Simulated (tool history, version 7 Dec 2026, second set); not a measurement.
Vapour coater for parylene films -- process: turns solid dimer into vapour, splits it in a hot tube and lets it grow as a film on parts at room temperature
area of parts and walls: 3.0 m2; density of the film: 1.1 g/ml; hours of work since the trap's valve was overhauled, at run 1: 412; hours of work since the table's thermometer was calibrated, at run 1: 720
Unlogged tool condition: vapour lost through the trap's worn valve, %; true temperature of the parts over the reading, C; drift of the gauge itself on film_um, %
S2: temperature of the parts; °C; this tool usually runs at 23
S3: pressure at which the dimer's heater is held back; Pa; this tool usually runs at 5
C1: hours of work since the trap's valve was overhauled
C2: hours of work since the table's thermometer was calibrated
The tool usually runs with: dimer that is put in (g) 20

run 1 hour=0 | dimer_that_is_put_in_(g)=20 S2=23 S3=5 | C1=412 C2=720 | thickness_of_the_film_(um)=3.53
-- hour=8.3 trap's valve overhauled
run 2 hour=39.7 | dimer_that_is_put_in_(g)=20 S2=26 S3=5 | C1=15 C2=737 | thickness_of_the_film_(um)=3.46
run 3 hour=70.6 | dimer_that_is_put_in_(g)=20 S2=26 S3=5 | C1=29 C2=751 | thickness_of_the_film_(um)=3.42
run 4 hour=91.8 | dimer_that_is_put_in_(g)=20 S2=26 S3=5 | C1=39 C2=761 | thickness_of_the_film_(um)=3.46
run 5 hour=134.2 | dimer_that_is_put_in_(g)=20 S2=23 S3=5 | C1=59 C2=781 | thickness_of_the_film_(um)=3.98
run 6 hour=159.7 | dimer_that_is_put_in_(g)=20 S2=23 S3=5 | C1=70 C2=793 | thickness_of_the_film_(um)=4.01
run 7 hour=181.7 | dimer_that_is_put_in_(g)=20 S2=23 S3=5 | C1=81 C2=803 | thickness_of_the_film_(um)=4.05
run 8 hour=221.1 | dimer_that_is_put_in_(g)=20 S2=23 S3=5 | C1=99 C2=821 | thickness_of_the_film_(um)=3.98
run 9 hour=265.3 | dimer_that_is_put_in_(g)=21 S2=23 S3=5 | C1=119 C2=842 | thickness_of_the_film_(um)=4.15
run 10 hour=302.5 | dimer_that_is_put_in_(g)=12 S2=23 S3=5 | C1=137 C2=859 | thickness_of_the_film_(um)=2.38
run 11 hour=339.1 | dimer_that_is_put_in_(g)=12 S2=23 S3=5 | C1=154 C2=876 | thickness_of_the_film_(um)=2.29
run 12 hour=375.9 | dimer_that_is_put_in_(g)=20 S2=33 S3=5 | C1=171 C2=893 | thickness_of_the_film_(um)=2.35
run 13 hour=396.1 | dimer_that_is_put_in_(g)=20 S2=23 S3=5 | C1=180 C2=903 | thickness_of_the_film_(um)=3.94
run 14 hour=434.8 | dimer_that_is_put_in_(g)=20 S2=23 S3=5 | C1=198 C2=921 | thickness_of_the_film_(um)=3.84
run 15 hour=480.9 | dimer_that_is_put_in_(g)=20 S2=23 S3=5 | C1=220 C2=942 | thickness_of_the_film_(um)=3.89
run 16 hour=511.2 | dimer_that_is_put_in_(g)=20 S2=23 S3=5 | C1=234 C2=956 | thickness_of_the_film_(um)=3.83
run 17 hour=541.5 | dimer_that_is_put_in_(g)=20 S2=23 S3=5 | C1=248 C2=970 | thickness_of_the_film_(um)=3.78
run 18 hour=566.6 | dimer_that_is_put_in_(g)=8 S2=23 S3=3.85 | C1=260 C2=982 | thickness_of_the_film_(um)=1.57
run 19 hour=591.3 | dimer_that_is_put_in_(g)=20 S2=29 S3=10.68 | C1=271 C2=993 | thickness_of_the_film_(um)=2.44
run 20 hour=620.3 | dimer_that_is_put_in_(g)=20 S2=29 S3=10.68 | C1=285 C2=1007 | thickness_of_the_film_(um)=2.47
run 21 hour=667 | dimer_that_is_put_in_(g)=20 S2=29 S3=10.68 | C1=306 C2=1029 | thickness_of_the_film_(um)=2.43
run 22 hour=687.8 | dimer_that_is_put_in_(g)=20 S2=29 S3=10.68 | C1=316 C2=1038 | thickness_of_the_film_(um)=2.47
-- hour=692.1 table's thermometer calibrated
run 23 hour=728.2 | dimer_that_is_put_in_(g)=20 S2=29 S3=6.21 | C1=334 C2=17 | thickness_of_the_film_(um)=2.69
run 24 hour=772 | dimer_that_is_put_in_(g)=20 S2=29 S3=6.21 | C1=355 C2=37 | thickness_of_the_film_(um)=2.72
run 25 hour=816.6 | dimer_that_is_put_in_(g)=30 S2=26 S3=7.01 | C1=375 C2=58 | thickness_of_the_film_(um)=4.55
run 26 hour=847 | dimer_that_is_put_in_(g)=12 S2=25 S3=6.26 | C1=389 C2=72 | thickness_of_the_film_(um)=1.91
run 27 hour=872.8 | dimer_that_is_put_in_(g)=15 S2=23 S3=9.32 | C1=401 C2=84 | thickness_of_the_film_(um)=2.49

What does the tool deliver on the next run?
-- hour=899.2 trap's valve overhauled
run 28 hour=920 | dimer_that_is_put_in_(g)=20 S2=18 S3=6.27 | C1=10 C2=104 | thickness_of_the_film_(um)=?

For run 28 the tool returned thickness of the film (um) 5.19.
The same run, on a tool lacking any hidden state, would have yielded thickness of the film (um) 4.93.
